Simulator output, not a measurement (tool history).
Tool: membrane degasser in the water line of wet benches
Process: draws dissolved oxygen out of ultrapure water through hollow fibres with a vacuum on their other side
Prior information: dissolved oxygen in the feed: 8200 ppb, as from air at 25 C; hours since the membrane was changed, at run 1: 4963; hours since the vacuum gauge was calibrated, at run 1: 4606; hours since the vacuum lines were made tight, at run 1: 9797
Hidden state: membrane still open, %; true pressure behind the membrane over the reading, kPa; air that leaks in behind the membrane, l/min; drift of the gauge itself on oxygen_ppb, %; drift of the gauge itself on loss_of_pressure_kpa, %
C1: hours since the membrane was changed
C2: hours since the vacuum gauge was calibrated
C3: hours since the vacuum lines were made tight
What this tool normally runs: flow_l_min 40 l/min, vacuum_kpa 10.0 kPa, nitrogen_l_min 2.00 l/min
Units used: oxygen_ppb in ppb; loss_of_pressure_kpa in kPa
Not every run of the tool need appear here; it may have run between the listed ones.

Run 1, hour 0.0: usual settings; C1 4963; C2 4606; C3 9797. Result: oxygen_ppb 309.8 ppb, loss_of_pressure_kpa 42.72 kPa.
Run 2, hour 94.7: usual settings; C1 5058; C2 4701; C3 9892. Result: oxygen_ppb 308.1 ppb, loss_of_pressure_kpa 43.29 kPa.
Run 3, hour 188.6: usual settings; C1 5152; C2 4795; C3 9986. Result: oxygen_ppb 309.3 ppb, loss_of_pressure_kpa 42.34 kPa.
Run 4, hour 402.9: usual settings but nitrogen_l_min 4.45 l/min; C1 5366; C2 5009; C3 10200. Result: oxygen_ppb 158.5 ppb, loss_of_pressure_kpa 42.95 kPa.
Run 5, hour 566.4: usual settings; C1 5530; C2 5173; C3 10363. Result: oxygen_ppb 312.9 ppb, loss_of_pressure_kpa 43.15 kPa.
At hour 747.7: seals of the vacuum lines changed.
Run 6, hour 747.8: usual settings; C1 5709; C2 5352; C3 0. Result: oxygen_ppb 304.6 ppb, loss_of_pressure_kpa 43.08 kPa.
Run 7, hour 915.3: usual settings; C1 5877; C2 5520; C3 168. Result: oxygen_ppb 308.4 ppb, loss_of_pressure_kpa 42.60 kPa.
Run 8, hour 1139.3: usual settings but flow_l_min 63 l/min; C1 6101; C2 5744; C3 392. Result: oxygen_ppb 466.6 ppb, loss_of_pressure_kpa 67.43 kPa.
Run 9, hour 1321.3: usual settings; C1 6283; C2 5926; C3 574. Result: oxygen_ppb 309.6 ppb, loss_of_pressure_kpa 43.12 kPa.
Run 10, hour 1441.1: usual settings but flow_l_min 37 l/min; C1 6402; C2 6045; C3 693. Result: oxygen_ppb 286.5 ppb, loss_of_pressure_kpa 39.63 kPa.
Run 11, hour 1552.8: usual settings but flow_l_min 51 l/min; C1 6514; C2 6157; C3 805. Result: oxygen_ppb 379.4 ppb, loss_of_pressure_kpa 54.06 kPa.
Run 12, hour 1683.8: usual settings but flow_l_min 51 l/min; C1 6645; C2 6288; C3 936. Result: oxygen_ppb 383.3 ppb, loss_of_pressure_kpa 54.77 kPa.
Run 13, hour 1795.1: usual settings; C1 6756; C2 6399; C3 1047. Result: oxygen_ppb 304.8 ppb, loss_of_pressure_kpa 42.40 kPa.
Run 14, hour 1942.3: usual settings; C1 6904; C2 6547; C3 1195. Result: oxygen_ppb 308.9 ppb, loss_of_pressure_kpa 42.80 kPa.
Run 15, hour 2146.8: usual settings but flow_l_min 29 l/min; C1 7108; C2 6751; C3 1399. Result: oxygen_ppb 231.2 ppb, loss_of_pressure_kpa 31.32 kPa.
Run 16, hour 2306.1: usual settings but flow_l_min 29 l/min; C1 7268; C2 6910; C3 1558. Result: oxygen_ppb 229.8 ppb, loss_of_pressure_kpa 31.28 kPa.
Run 17, hour 2409.7: usual settings but flow_l_min 29 l/min, vacuum_kpa 14.0 kPa; C1 7371; C2 7014; C3 1662. Result: oxygen_ppb 354.8 ppb, loss_of_pressure_kpa 31.03 kPa.
Run 18, hour 2518.7: usual settings but flow_l_min 42 l/min, vacuum_kpa 9.2 kPa; C1 7480; C2 7123; C3 1771. Result: oxygen_ppb 288.6 ppb, loss_of_pressure_kpa 45.23 kPa.
Run 19, hour 2662.0: usual settings but flow_l_min 32 l/min, vacuum_kpa 7.0 kPa; C1 7623; C2 7266; C3 1914. Result: oxygen_ppb 144.9 ppb, loss_of_pressure_kpa 34.36 kPa.
Run 20, hour 2856.7: usual settings but flow_l_min 41 l/min, nitrogen_l_min 4.22 l/min; C1 7818; C2 7461; C3 2109. Result: oxygen_ppb 171.9 ppb, loss_of_pressure_kpa 43.88 kPa.
Run 21, hour 3072.9: usual settings but flow_l_min 41 l/min, nitrogen_l_min 4.22 l/min; C1 8034; C2 7677; C3 2325. Result: oxygen_ppb 171.6 ppb, loss_of_pressure_kpa 43.67 kPa.
At hour 3103.6: vacuum gauge calibrated.
Run 22, hour 3256.8: usual settings but flow_l_min 41 l/min, nitrogen_l_min 4.22 l/min; C1 8218; C2 153; C3 2509. Result: oxygen_ppb 168.9 ppb, loss_of_pressure_kpa 43.80 kPa.
Run 23, hour 3480.6: usual settings but flow_l_min 41 l/min, nitrogen_l_min 4.22 l/min; C1 8441; C2 377; C3 2732. Result: oxygen_ppb 170.6 ppb, loss_of_pressure_kpa 43.88 kPa.
Run 24, hour 3662.8: usual settings but flow_l_min 34 l/min; C1 8624; C2 559; C3 2915. Result: oxygen_ppb 266.7 ppb, loss_of_pressure_kpa 36.54 kPa.
Run 25, hour 3842.4: usual settings but flow_l_min 34 l/min; C1 8803; C2 739; C3 3094. Result: oxygen_ppb 266.6 ppb, loss_of_pressure_kpa 36.33 kPa.
Run 26, hour 4041.3: usual settings but nitrogen_l_min 0.87 l/min; C1 9002; C2 938; C3 3293. Result: oxygen_ppb 593.2 ppb, loss_of_pressure_kpa 42.96 kPa.
Run 27, hour 4254.4: usual settings but nitrogen_l_min 4.14 l/min; C1 9215; C2 1151; C3 3506. Result: oxygen_ppb 168.9 ppb, loss_of_pressure_kpa 43.26 kPa.
Run 28, hour 4409.5: usual settings but flow_l_min 24 l/min, vacuum_kpa 13.3 kPa, nitrogen_l_min 4.83 l/min; C1 9370; C2 1306; C3 3661. Result: oxygen_ppb 126.3 ppb, loss_of_pressure_kpa 25.86 kPa.
Run 29, hour 4521.6: usual settings but vacuum_kpa 23.1 kPa, nitrogen_l_min 2.41 l/min; C1 9482; C2 1418; C3 3773. Result: oxygen_ppb 713.8 ppb, loss_of_pressure_kpa 42.65 kPa.
Run 30, hour 4686.2: usual settings but flow_l_min 55 l/min; C1 9647; C2 1583; C3 3938. Result: oxygen_ppb 413.1 ppb, loss_of_pressure_kpa 59.09 kPa.
Run 31, hour 4861.0: usual settings but nitrogen_l_min 1.95 l/min; C1 9822; C2 1757; C3 4113. Result: oxygen_ppb 314.8 ppb, loss_of_pressure_kpa 43.09 kPa.
Run 32, hour 5062.8: usual settings but flow_l_min 39 l/min, vacuum_kpa 8.5 kPa; C1 10024; C2 1959; C3 4315. Result: oxygen_ppb 236.1 ppb, loss_of_pressure_kpa 41.81 kPa.

Hidden state at the last listed run before each entry between runs and at the first one after, where it differs:
From run 5 to run 6: seals of the vacuum lines changed (hour 747.7)
  air that leaks in behind the membrane, l/min: 0.0025 -> 0.002
From run 21 to run 22: vacuum gauge calibrated (hour 3103.6)
  the hidden state is the same at both runs
